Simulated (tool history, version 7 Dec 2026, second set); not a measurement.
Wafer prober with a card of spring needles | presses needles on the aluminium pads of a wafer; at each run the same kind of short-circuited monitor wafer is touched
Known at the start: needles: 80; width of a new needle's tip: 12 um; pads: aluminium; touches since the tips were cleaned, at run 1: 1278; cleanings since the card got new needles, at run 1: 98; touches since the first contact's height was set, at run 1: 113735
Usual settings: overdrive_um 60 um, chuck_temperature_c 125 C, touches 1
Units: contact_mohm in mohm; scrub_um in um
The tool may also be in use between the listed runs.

run   hour  overdrive_um  chuck_temperature_c  touches  touches since the tips were cleaned  cleanings since the card got new needles  touches since the first contact's height was set  contact_mohm  scrub_um
  1      0            60                  125        1                                 1278                                        98                                            113735           132     11.99
       4.3  -- tips cleaned on abrasive film
      13.8  -- tips cleaned on abrasive film
  2   20.4            60                  125        1                                 1768                                       100                                            119087           131     11.91
      23.9  -- tips cleaned on abrasive film
      34.2  -- tips cleaned on abrasive film
      34.5  -- height of the first contact set anew
  3   35.1            60                  125        1                                  148                                       102                                               148           129     11.97
      43.2  -- tips cleaned on abrasive film
      51.8  -- tips cleaned on abrasive film
  4   54.1            60                  125        2                                  615                                       104                                              5123           133     11.93
      60.9  -- tips cleaned on abrasive film
      70.2  -- tips cleaned on abrasive film
  5   76.8            60                  125        2                                 1742                                       106                                             11063           131     11.83
      80.4  -- tips cleaned on abrasive film
        89  -- tips cleaned on abrasive film
  6     89            60                  125        2                                    0                                       108                                             14245           131      11.8
      98.4  -- tips cleaned on abrasive film
       109  -- tips cleaned on abrasive film
  7    110            60                  125        2                                  266                                       110                                             19746           133     11.84
     117.8  -- tips cleaned on abrasive film
     126.6  -- tips cleaned on abrasive film
  8    132            60                  125        2                                 1423                                       112                                             25494           133     11.95
       137  -- tips cleaned on abrasive film
     146.5  -- tips cleaned on abrasive film
     155.6  -- tips cleaned on abrasive film
  9  155.6            60                  125        2                                    0                                       115                                             31652           132     11.94
     164.9  -- tips cleaned on abrasive film
       175  -- tips cleaned on abrasive film
     183.8  -- tips cleaned on abrasive film
 10  183.8            60                   28        1                                    0                                       118                                             39021           120      11.9
       193  -- tips cleaned on abrasive film
     202.4  -- tips cleaned on abrasive film
 11  208.3            60                   28        1                                 1552                                       120                                             45459           116     11.97
     212.4  -- tips cleaned on abrasive film
     221.5  -- tips cleaned on abrasive film
 12  225.4            60                   28        1                                 1035                                       122                                             49922           121     11.82
     231.7  -- tips cleaned on abrasive film
     240.6  -- tips cleaned on abrasive film
 13  240.9            60                   31        1                                   85                                       124                                             53959           118     11.97
     249.4  -- tips cleaned on abrasive film
     258.9  -- tips cleaned on abrasive film
 14  262.7            50                  125        1                                 1000                                       126                                             59672           133      9.78
     268.4  -- tips cleaned on abrasive film
     278.8  -- tips cleaned on abrasive film
 15  281.6            54                   93        2                                  758                                       128                                             64623           130     10.75
     288.5  -- tips cleaned on abrasive film
     298.4  -- tips cleaned on abrasive film
     307.8  -- tips cleaned on abrasive film
 16  310.4            64                   51        2                                  693                                       131                                             72150           121     12.57
     316.7  -- tips cleaned on abrasive film
     325.5  -- tips cleaned on abrasive film
 17  325.7            57                  125        2                                   46                                       133                                             76147           136     11.43
     334.6  -- tips cleaned on abrasive film
     343.8  -- tips cleaned on abrasive film
 18  351.9            50                   27        1                                 2143                                       135                                             83021           120      9.83
     353.2  -- tips cleaned on abrasive film
     362.3  -- tips cleaned on abrasive film
     372.4  -- tips cleaned on abrasive film
 19  375.6            46                   36        2                                  863                                       138                                             89205           125      9.07
     381.5  -- tips cleaned on abrasive film
     391.7  -- tips cleaned on abrasive film
     400.8  -- tips cleaned on abrasive film
 20  400.8            62                   26        2                                    0                                       141                                             95773           119     12.28
     410.2  -- tips cleaned on abrasive film
 21  415.2            62                   26        2                                 1313                                       142                                             99555           118     12.21
     419.5  -- tips cleaned on abrasive film
     428.4  -- tips cleaned on abrasive film
 22  429.2            60                   55        1                                  220                                       144                                            103212           122     11.95
     438.5  -- tips cleaned on abrasive film
     448.7  -- tips cleaned on abrasive film
 23  448.7            41                   32        1                                    0                                       146                                            108305           125      8.19
     457.8  -- tips cleaned on abrasive film
     467.6  -- tips cleaned on abrasive film
 24  467.6            67                   49        1                                    0                                       148                                            113266           120     13.33
     477.4  -- tips cleaned on abrasive film
 25  481.3            44                   31        2                                 1032                                       149                                            116852           119      8.72

Forecast each of these 5 alternatives for the next run:
     486.9  -- tips cleaned on abrasive film
       496  -- tips cleaned on abrasive film
       504  -- height of the first contact set anew
     506.3  -- tips cleaned on abrasive film
  A  508.7            60                   28        3                                  636                                       152                                              1197             ?         ?
     486.9  -- tips cleaned on abrasive film
       496  -- tips cleaned on abrasive film
       504  -- height of the first contact set anew
     506.3  -- tips cleaned on abrasive film
  B  508.7            43                   97        2                                  636                                       152                                              1197             ?         ?
     486.9  -- tips cleaned on abrasive film
       496  -- tips cleaned on abrasive film
       504  -- height of the first contact set anew
     506.3  -- tips cleaned on abrasive film
  C  508.7            74                  125        1                                  636                                       152                                              1197             ?         ?
     486.9  -- tips cleaned on abrasive film
       496  -- tips cleaned on abrasive film
       504  -- height of the first contact set anew
     506.3  -- tips cleaned on abrasive film
  D  508.7            48                   57        2                                  636                                       152                                              1197             ?         ?
     486.9  -- tips cleaned on abrasive film
       496  -- tips cleaned on abrasive film
       504  -- height of the first contact set anew
     506.3  -- tips cleaned on abrasive film
  E  508.7            68                  112        3                                  636                                       152                                              1197             ?         ?

run  contact_mohm  scrub_um
  A           120     11.94
  B           129      8.64
  C           130     14.73
  D           122      9.63
  E           130     13.53
Without the tool's hidden state the same runs would have given:
run  contact_mohm  scrub_um
  A           120     11.94
  B           129      8.64
  C           130     14.73
  D           122      9.63
  E           130     13.53
